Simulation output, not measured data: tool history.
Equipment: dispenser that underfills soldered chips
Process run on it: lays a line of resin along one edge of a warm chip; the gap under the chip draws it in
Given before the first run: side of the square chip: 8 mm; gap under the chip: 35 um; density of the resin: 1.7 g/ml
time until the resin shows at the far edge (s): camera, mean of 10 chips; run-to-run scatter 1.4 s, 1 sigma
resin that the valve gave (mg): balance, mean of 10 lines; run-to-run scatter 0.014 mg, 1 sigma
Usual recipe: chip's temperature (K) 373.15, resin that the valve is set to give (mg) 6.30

run	hour	chip's temperature (K)	resin that the valve is set to give (mg)	time until the resin shows at the far edge (s)	resin that the valve gave (mg)
1	0.0	373.15	6.30	132.3	6.20
# hour 11.3: new syringe of resin
2	12.5	373.15	6.30	140.3	6.16
# hour 22.3: new syringe of resin
3	24.2	373.15	5.89	149.2	5.75
# hour 32.8: new syringe of resin
4	35.2	373.15	5.89	158.0	5.70
# hour 43.3: new syringe of resin
5	49.6	373.15	5.89	200.0	5.67
# hour 52.7: dispensing valve cleaned and set on the balance
# hour 55.4: new syringe of resin
# hour 66.0: new syringe of resin
6	66.7	373.15	5.89	135.8	5.87
7	75.0	358.15	6.30	421.2	6.23
# hour 77.6: new syringe of resin
# hour 87.8: new syringe of resin
8	90.4	369.15	6.30	176.5	6.20
# hour 99.2: new syringe of resin
9	104.6	380.15	6.29	137.4	6.17
# hour 109.6: new syringe of resin
10	112.5	385.15	8.11	100.1	7.90

What does the tool deliver on the next run?
# hour 120.2: new syringe of resin
11	120.3	385.15	8.11	?	?

Run 11 yielded time until the resin shows at the far edge (s) 81.2, resin that the valve gave (mg) 7.86.
On a tool with no hidden condition, and with the same random variation, this run would have come out at time until the resin shows at the far edge (s) 84.3, resin that the valve gave (mg) 8.09.
